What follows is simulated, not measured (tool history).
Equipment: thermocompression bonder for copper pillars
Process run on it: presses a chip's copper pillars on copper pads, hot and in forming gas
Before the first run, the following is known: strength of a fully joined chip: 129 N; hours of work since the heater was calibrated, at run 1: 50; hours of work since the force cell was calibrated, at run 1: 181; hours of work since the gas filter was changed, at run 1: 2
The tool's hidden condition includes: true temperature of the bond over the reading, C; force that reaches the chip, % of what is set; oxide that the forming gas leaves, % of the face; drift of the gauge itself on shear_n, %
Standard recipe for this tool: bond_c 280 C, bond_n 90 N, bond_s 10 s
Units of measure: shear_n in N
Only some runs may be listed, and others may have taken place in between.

run	hour	bond_c	bond_n	bond_s	hours of work since the heater was calibrated	hours of work since the force cell was calibrated	hours of work since the gas filter was changed	shear_n
1	0.0	280	90	10	50	181	2	69.6
2	21.0	280	83	10	59	191	12	63.8
3	38.8	280	83	10	67	199	20	66.3
4	47.7	280	90	9	71	202	24	66.0
5	69.3	280	90	10	81	212	33	67.4
6	86.4	280	90	10	88	220	41	69.0
7	101.3	280	90	10	95	226	48	68.3
8	118.0	280	90	10	102	234	55	66.6
9	128.5	280	98	10	107	239	60	70.3
10	137.7	280	98	16	111	243	64	80.4
11	156.4	280	98	16	120	251	72	80.4
12	168.7	252	98	16	125	257	78	54.2
13	183.7	252	98	16	132	263	84	54.1
14	196.3	252	98	16	137	269	90	53.0
15	209.6	252	98	16	143	275	96	53.7
16	221.9	280	90	17	149	280	102	77.6
17	233.1	280	90	17	154	285	107	77.1
18	241.9	280	90	17	158	289	111	76.7
19	256.2	280	90	17	164	296	117	76.5
# hour 260.0: heater calibrated with a thermocouple chip
20	275.4	280	90	17	7	303	125	75.9
21	286.7	271	85	15	12	308	130	62.3
22	306.4	271	85	15	21	317	138	60.9
23	322.8	280	70	6	28	325	146	44.3
24	344.7	290	113	20	38	334	156	95.6
25	355.4	290	62	26	43	339	160	77.0
26	375.0	290	62	7	51	348	169	50.4
# hour 378.9: heater calibrated with a thermocouple chip, once more
27	386.0	293	62	21	3	352	173	77.7
28	405.0	280	60	10	12	360	182	49.5
# hour 420.8: forming gas filter changed
29	424.4	280	60	10	20	369	2	55.9
30	443.8	280	60	10	29	378	10	55.2
31	453.9	250	84	8	33	382	15	38.4
32	474.7	304	119	5	43	391	24	87.7

Alternative continuations, all from the tool just after run 32; predict every row:
A	491.1	295	90	17	50	399	31	?
B	491.1	286	133	16	50	399	31	?
C	491.1	270	63	6	50	399	31	?
D	491.1	280	117	22	50	399	31	?
E	491.1	280	61	10	50	399	31	?

run	shear_n
A	94.2
B	100.2
C	38.6
D	97.7
E	54.9
What these runs would have given with no unlogged condition in the tool:
run	shear_n
A	94.4
B	100.5
C	38.2
D	97.9
E	54.6
